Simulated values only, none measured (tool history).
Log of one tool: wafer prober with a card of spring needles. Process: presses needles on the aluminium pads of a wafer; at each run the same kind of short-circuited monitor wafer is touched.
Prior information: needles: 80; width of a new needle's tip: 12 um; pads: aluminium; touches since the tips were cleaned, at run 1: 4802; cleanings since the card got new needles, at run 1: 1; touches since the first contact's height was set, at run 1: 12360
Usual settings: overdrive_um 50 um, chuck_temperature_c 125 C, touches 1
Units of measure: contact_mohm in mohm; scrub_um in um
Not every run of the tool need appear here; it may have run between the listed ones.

run,day,overdrive_um,chuck_temperature_c,touches,touches since the tips were cleaned,cleanings since the card got new needles,touches since the first contact's height was set,contact_mohm,scrub_um
1,0.000,50,125,1,4802,1,12360,247,9.91
# day 0.088: tips cleaned on abrasive film
2,0.438,50,125,1,5704,2,19418,245,9.90
# day 0.500: tips cleaned on abrasive film
# day 0.917: tips cleaned on abrasive film
3,1.142,50,125,2,3638,4,30783,249,9.92
# day 1.358: tips cleaned on abrasive film
# day 1.775: tips cleaned on abrasive film
4,2.017,50,125,2,3940,6,44958,251,9.93
# day 2.179: tips cleaned on abrasive film
# day 2.562: tips cleaned on abrasive film
5,2.662,50,120,1,1631,8,55408,246,9.85
# day 2.950: tips cleaned on abrasive film
6,3.192,50,120,1,3965,9,63968,245,9.89
# day 3.333: tips cleaned on abrasive film
# day 3.729: tips cleaned on abrasive film
# day 4.117: tips cleaned on abrasive film
7,4.154,34,120,1,575,12,79476,253,6.77
# day 4.550: tips cleaned on abrasive film
# day 4.962: tips cleaned on abrasive film
8,4.962,34,120,1,0,14,92569,254,6.74
# day 5.388: tips cleaned on abrasive film
# day 5.812: tips cleaned on abrasive film
9,5.871,34,120,1,934,16,107256,252,6.68
# day 6.258: tips cleaned on abrasive film
10,6.579,32,55,1,5242,17,118796,236,6.42
# day 6.671: tips cleaned on abrasive film
11,7.008,32,55,1,5519,18,125713,239,6.34

Some steps in scrub_um between neighbouring runs. How much of each would the tool show without its hidden state too (settings, what came in, random variation), and how much is left for the hidden state, with any gauge scatter that isn't in both results?
The tool's hidden condition here consists of: debris on the tips, nm; way that the needles fall short of the set height, um; tips' diameter, um; drift of the gauge itself on contact_mohm, %; drift of the gauge itself on scrub_um, %.
Run 1 -> 2: tips cleaned on abrasive film. scrub_um -0.01 um: hidden state +0.01, all else -0.02.
Run 6 -> 7: overdrive_um 50 -> 34, tips cleaned on abrasive film, tips cleaned on abrasive film, tips cleaned on abrasive film. scrub_um -3.12 um: hidden state +0.00, all else -3.12.
